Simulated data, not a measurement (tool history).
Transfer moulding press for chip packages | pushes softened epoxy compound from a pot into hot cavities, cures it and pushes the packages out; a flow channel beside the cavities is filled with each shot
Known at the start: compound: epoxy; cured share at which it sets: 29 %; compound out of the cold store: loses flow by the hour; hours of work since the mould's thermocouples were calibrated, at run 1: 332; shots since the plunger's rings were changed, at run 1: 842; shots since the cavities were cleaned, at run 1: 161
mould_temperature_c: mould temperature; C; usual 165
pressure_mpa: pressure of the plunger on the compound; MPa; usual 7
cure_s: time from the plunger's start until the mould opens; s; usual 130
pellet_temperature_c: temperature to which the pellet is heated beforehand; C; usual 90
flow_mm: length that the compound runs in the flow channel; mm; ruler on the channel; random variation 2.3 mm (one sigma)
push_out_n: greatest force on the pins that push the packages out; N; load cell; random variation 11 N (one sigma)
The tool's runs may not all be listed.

run   hour  mould_temperature_c  pressure_mpa  cure_s  pellet_temperature_c  hours of work since the mould's thermocouples were calibrated  shots since the plunger's rings were changed  shots since the cavities were cleaned  incoming compound's hours out of the cold store  flow_mm  push_out_n
  1      0                  165             7     130                    90                                                            332                                           842                                    161                                              8.7      651         678
  2   25.8                  165             7     163                    90                                                            343                                          1002                                    321                                             37.7      550         637
  3   59.6                  165             7     163                    90                                                            356                                          1211                                    530                                             40.8      539         697
  4   78.5                  165             7     163                    90                                                            364                                          1328                                    647                                             27.5      582         755
      87.2  -- cavities cleaned with cleaning compound and waxed
  5  108.1                  165             7     163                    90                                                            375                                          1502                                    130                                             12.4      632         536
  6  135.5                  165             7     130                    90                                                            387                                          1671                                    299                                             32.5      560         742
  7  156.8                  165             7     130                    90                                                            395                                          1803                                    431                                             19.9      597         800
  8  179.7                  165             7     130                    86                                                            405                                          1945                                    573                                             34.5      556         832
       201  -- cavities cleaned with cleaning compound and waxed
  9  215.5                  165             7     130                    86                                                            419                                          2157                                     90                                             35.1      551         623
 10  236.6                  165          7.21     130                    90                                                            427                                          2287                                    220                                             42.4      532         645
 11  258.5                  165             7     130                    90                                                            436                                          2423                                    356                                             30.9      558         782
 12  281.6                  165             7     130                    93                                                            446                                          2566                                    499                                             17.3      602         841
     314.5  -- cavities cleaned with cleaning compound and waxed
 13  314.6                  165             7     130                    93                                                            458                                          2760                                      0                                             22.8      584         538
 14  337.4                  165             7     130                    93                                                            468                                          2902                                    142                                             40.7      529         622
 15  352.4                  158          5.72     130                    90                                                            474                                          2995                                    235                                             31.6      518        1050
 16  379.6                  158          5.72     130                    90                                                            485                                          3163                                    403                                             14.7      570        1274
 17  411.9                  172          6.88     130                    90                                                            498                                          3363                                    603                                             11.4      601         729
     426.1  -- cavities cleaned with cleaning compound and waxed
 18  438.8                  163          6.64     141                    90                                                            508                                          3519                                     78                                             21.9      577         618
 19  466.7                  165             7     163                    90                                                            520                                          3692                                    251                                               18      597         596
 20  487.8                  165             7     163                    90                                                            528                                          3823                                    382                                             37.3      531         659
 21  519.7                  165          8.51     120                    99                                                            541                                          4020                                    579                                             24.2      634         929
     537.9  -- cavities cleaned with cleaning compound and waxed
 22  541.3                  165             7     130                    95                                                            549                                          4144                                     21                                             47.5      500         537
 23  557.7                  165             7     130                    95                                                            556                                          4246                                    123                                             18.5      585         630
 24  584.7                  165             7     130                    95                                                            567                                          4413                                    290                                             27.7      556         736
 25  599.1                  171             7     151                    94                                                            573                                          4502                                    379                                             10.4      605         629
 26  615.4                  171             7     151                    94                                                            580                                          4603                                    480                                             36.6      519         686
 27  644.1                  165          8.57     166                    85                                                            591                                          4780                                    657                                             36.1      586         724
     650.6  -- cavities cleaned with cleaning compound and waxed
 28  678.9                  165          8.57     166                    85                                                            605                                          4987                                    175                                             30.5      607         581

3 ways to go on from here, each from the tool as it stands after run 28. What would each give?
  A  711.9                  158           6.3     130                    97                                                            618                                          5191                                    379                                             17.8        ?           ?
  B  711.9                  165          5.72     135                    85                                                            618                                          5191                                    379                                               21        ?           ?
  C  711.9                  165          8.57     134                    85                                                            618                                          5191                                    379                                             47.1        ?           ?

run  flow_mm  push_out_n
  A      575        1282
  B      521         767
  C      552         732
Without the tool's hidden state the same runs would have given:
run  flow_mm  push_out_n
  A      609         822
  B      552         505
  C      585         485
